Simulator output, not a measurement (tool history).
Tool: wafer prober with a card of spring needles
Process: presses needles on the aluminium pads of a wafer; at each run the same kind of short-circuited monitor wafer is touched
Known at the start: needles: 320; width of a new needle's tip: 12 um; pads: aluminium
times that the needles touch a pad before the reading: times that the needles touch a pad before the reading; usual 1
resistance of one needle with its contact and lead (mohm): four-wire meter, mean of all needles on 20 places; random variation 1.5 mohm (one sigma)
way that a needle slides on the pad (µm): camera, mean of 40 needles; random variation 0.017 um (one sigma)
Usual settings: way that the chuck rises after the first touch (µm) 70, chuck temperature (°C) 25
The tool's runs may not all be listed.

| run | hour | way that the chuck rises after the first touch (µm) | chuck temperature (°C) | times that the needles touch a pad before the reading | resistance of one needle with its contact and lead (mohm) | way that a needle slides on the pad (µm) |
|---|---|---|---|---|---|---|
| 1 | 0 | 70 | 25 | 1 | 139 | 16.2 |
| 2 | 10.6 | 70 | 25 | 1 | 141 | 16.18 |
|  | 18.2 | tips cleaned on abrasive film |
| 3 | 33.8 | 70 | 25 | 2 | 141 | 16.19 |
|  | 36 | tips cleaned on abrasive film |
| 4 | 50.2 | 70 | 25 | 2 | 139 | 16.19 |
|  | 53.5 | tips cleaned on abrasive film |
| 5 | 70 | 70 | 25 | 2 | 139 | 16.18 |
|  | 71.1 | tips cleaned on abrasive film |
| 6 | 88.1 | 70 | 25 | 1 | 140 | 16.2 |
|  | 90.4 | tips cleaned on abrasive film |
| 7 | 99.6 | 70 | 53 | 1 | 143 | 16.15 |
|  | 108.6 | tips cleaned on abrasive film |
| 8 | 109.6 | 70 | 53 | 1 | 144 | 16.18 |
| 9 | 121.9 | 70 | 53 | 1 | 146 | 16.16 |
|  | 127 | tips cleaned on abrasive film |
| 10 | 134.3 | 70 | 53 | 1 | 144 | 16.19 |
|  | 146.4 | tips cleaned on abrasive film |
| 11 | 153.9 | 70 | 53 | 1 | 146 | 16.15 |
|  | 164.4 | tips cleaned on abrasive film |
| 12 | 164.6 | 70 | 25 | 3 | 138 | 16.17 |
|  | 183.8 | tips cleaned on abrasive film |
| 13 | 188.6 | 70 | 25 | 1 | 139 | 16.18 |
| 14 | 198.6 | 70 | 25 | 1 | 141 | 16.17 |
|  | 202.4 | tips cleaned on abrasive film |
|  | 220.8 | tips cleaned on abrasive film |
| 15 | 220.8 | 73 | 25 | 1 | 139 | 16.85 |
|  | 239.8 | tips cleaned on abrasive film |
| 16 | 244.1 | 73 | 25 | 1 | 137 | 16.88 |
|  | 252.4 | height of the first contact set anew |
| 17 | 254.2 | 58 | 78 | 1 | 150 | 13.39 |
|  | 258.6 | tips cleaned on abrasive film |
| 18 | 271.3 | 58 | 78 | 1 | 151 | 13.39 |
|  | 276.5 | tips cleaned on abrasive film |
| 19 | 282.1 | 76 | 118 | 1 | 155 | 17.6 |
|  | 294.5 | tips cleaned on abrasive film |
| 20 | 295.6 | 76 | 118 | 1 | 159 | 17.56 |
| 21 | 306.1 | 76 | 118 | 1 | 157 | 17.56 |
|  | 312.2 | tips cleaned on abrasive film |
| 22 | 323.8 | 70 | 28 | 2 | 139 | 16.15 |
|  | 330.2 | tips cleaned on abrasive film |
| 23 | 338.3 | 70 | 28 | 2 | 141 | 16.14 |
|  | 349.1 | tips cleaned on abrasive film |
| 24 | 357.1 | 70 | 25 | 1 | 140 | 16.19 |
|  | 366.8 | tips cleaned on abrasive film |
| 25 | 366.8 | 70 | 38 | 2 | 141 | 16.16 |
| 26 | 379.2 | 78 | 31 | 3 | 139 | 18.01 |
|  | 384.4 | tips cleaned on abrasive film |
|  | 402 | tips cleaned on abrasive film |
| 27 | 402.4 | 84 | 119 | 2 | 152 | 19.43 |
|  | 420.1 | tips cleaned on abrasive film |
| 28 | 420.9 | 88 | 52 | 1 | 143 | 20.34 |
|  | 438.6 | tips cleaned on abrasive film |
| 29 | 441.6 | 88 | 52 | 1 | 143 | 20.34 |
| 30 | 455.5 | 88 | 52 | 1 | 144 | 20.36 |
|  | 457.7 | tips cleaned on abrasive film |
| 31 | 471.4 | 70 | 58 | 1 | 148 | 16.17 |
|  | 475.6 | tips cleaned on abrasive film |
|  | 493.7 | tips cleaned on abrasive film |
| 32 | 494.7 | 74 | 118 | 1 | 155 | 17.1 |

Forecast each of these 4 alternatives for the next run:
|  | 511.9 | tips cleaned on abrasive film |
| A | 513.8 | 74 | 27 | 2 | ? | ? |
|  | 511.9 | tips cleaned on abrasive film |
| B | 513.8 | 57 | 115 | 1 | ? | ? |
|  | 511.9 | tips cleaned on abrasive film |
| C | 513.8 | 66 | 90 | 2 | ? | ? |
|  | 511.9 | tips cleaned on abrasive film |
| D | 513.8 | 74 | 39 | 3 | ? | ? |

| run | resistance of one needle with its contact and lead (mohm) | way that a needle slides on the pad (µm) |
|---|---|---|
| A | 138 | 17.1 |
| B | 154 | 13.16 |
| C | 150 | 15.24 |
| D | 144 | 17.1 |
Without the tool's hidden state the same runs would have given:
| run | resistance of one needle with its contact and lead (mohm) | way that a needle slides on the pad (µm) |
|---|---|---|
| A | 138 | 17.1 |
| B | 154 | 13.16 |
| C | 150 | 15.24 |
| D | 144 | 17.1 |
